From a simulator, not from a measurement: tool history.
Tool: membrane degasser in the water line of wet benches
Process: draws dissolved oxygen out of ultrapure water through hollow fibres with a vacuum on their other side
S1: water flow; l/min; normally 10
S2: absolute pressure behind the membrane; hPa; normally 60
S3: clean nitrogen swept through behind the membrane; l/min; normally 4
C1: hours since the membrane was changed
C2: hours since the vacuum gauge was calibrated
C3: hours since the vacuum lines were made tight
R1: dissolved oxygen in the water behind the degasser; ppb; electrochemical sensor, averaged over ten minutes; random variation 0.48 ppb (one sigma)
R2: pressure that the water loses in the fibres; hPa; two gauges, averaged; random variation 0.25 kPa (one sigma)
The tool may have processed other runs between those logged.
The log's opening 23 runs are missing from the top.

run	hour	S1	S2	S3	C1	C2	C3	R1	R2
24	1190.6	10	41.4	10.46	2119	2119	3111	22	689.2
25	1221	10	42	4	2150	2150	3142	26.4	686.7
26	1252.5	10	42	4	2181	2181	3173	26.3	685
27	1287.1	12	103.2	8.52	2216	2216	3208	53.1	821.4
28	1348.4	10	103.6	3.69	2277	2277	3269	67.7	688.1
29	1421.3	10	61.6	4	2350	2350	3342	37.3	682.6
30	1457.9	15	60	4	2387	2387	3379	66.6	1028.3
31	1494.2	14	66.7	8.34	2423	2423	3415	51.7	962.9
32	1544.5	13	89.3	4	2473	2473	3465	78	896.1

Each row is a separate what-if for the run after 32, all from the same tool condition, not one after another. Results?
A	1588.8	15	60	4	2517	2517	3510	?	?
B	1588.8	7	72	4	2517	2517	3510	?	?
C	1588.8	10	60	2.15	2517	2517	3510	?	?

run	R1	R2
A	66.6	1030.3
B	27.6	477.9
C	51.4	685.9
Take away the tool's hidden state, keep each run's random variation, and the runs would have read:
run	R1	R2
A	66.6	1030
B	27.6	477.8
C	51.4	685.7
